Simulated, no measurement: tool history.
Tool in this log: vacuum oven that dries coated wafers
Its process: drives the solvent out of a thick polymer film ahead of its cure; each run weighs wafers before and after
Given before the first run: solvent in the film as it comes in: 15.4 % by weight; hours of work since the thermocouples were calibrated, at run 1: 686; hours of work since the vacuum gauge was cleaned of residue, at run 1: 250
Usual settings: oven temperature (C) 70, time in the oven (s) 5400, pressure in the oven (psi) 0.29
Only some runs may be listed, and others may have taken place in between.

run,hour,oven temperature (C),time in the oven (s),pressure in the oven (psi),hours of work since the thermocouples were calibrated,hours of work since the vacuum gauge was cleaned of residue,solvent left in the film (%)
1,0,70,5400,0.29,686,250,5.43
2,16.5,77,5400,0.29,693,257,3.67
3,41.8,70,5400,0.29,703,268,5.37
4,59,70,5400,0.924,711,275,12.65
5,73.2,70,5400,0.924,717,281,12.86
6,92.7,62,5400,0.924,725,289,15.46
7,105.9,62,5400,0.509,731,295,11.05
8,119.7,70,6000,0.29,736,301,5.16
9,137.6,70,6000,0.29,744,308,5.21
10,158.5,70,6000,0.29,753,317,5.19
11,185.2,70,5400,0.29,764,329,5.47
12,200.2,70,5400,0.29,770,335,5.46
13,226.1,60,5400,0.29,781,346,8.86
14,238.2,60,5400,0.29,787,351,8.83
15,251,79,6480,0.526,792,356,5.17
16,266.4,76,2940,0.329,798,363,6.02
17,289.9,70,5280,0.828,808,373,11.92
18,309.4,77,6480,0.29,817,381,3.39
19,329.4,61,6480,0.29,825,390,7.96
20,349.4,61,6480,0.225,834,398,6.96
21,371.5,74,5400,0.255,843,407,4.09
22,383.3,74,5400,0.255,848,412,4.06
23,400,80,6540,0.29,855,420,2.96
24,425.1,80,6540,0.29,866,430,2.9
25,441.6,74,7980,0.75,873,437,8.93
26,455.9,70,5400,0.367,879,443,6.53
27,474.9,70,5400,0.367,887,451,6.55

Each run again, without the hidden state but with its own random variation kept:
Hidden conditions of the tool in this case: true wafer temperature over the reading, C; true pressure over the reading, kPa; drift of the gauge itself on solvent_pct, %.
run,solvent left in the film (%)
1,5.03
2,3.38
3,4.96
4,11.97
5,12.16
6,15.46
7,10.43
8,4.73
9,4.77
10,4.75
11,5
12,4.99
13,8.27
14,8.23
15,4.78
16,5.54
17,11.14
18,3.06
19,7.31
20,6.34
21,3.65
22,3.62
23,2.67
24,2.61
25,8.23
26,5.92
27,5.93
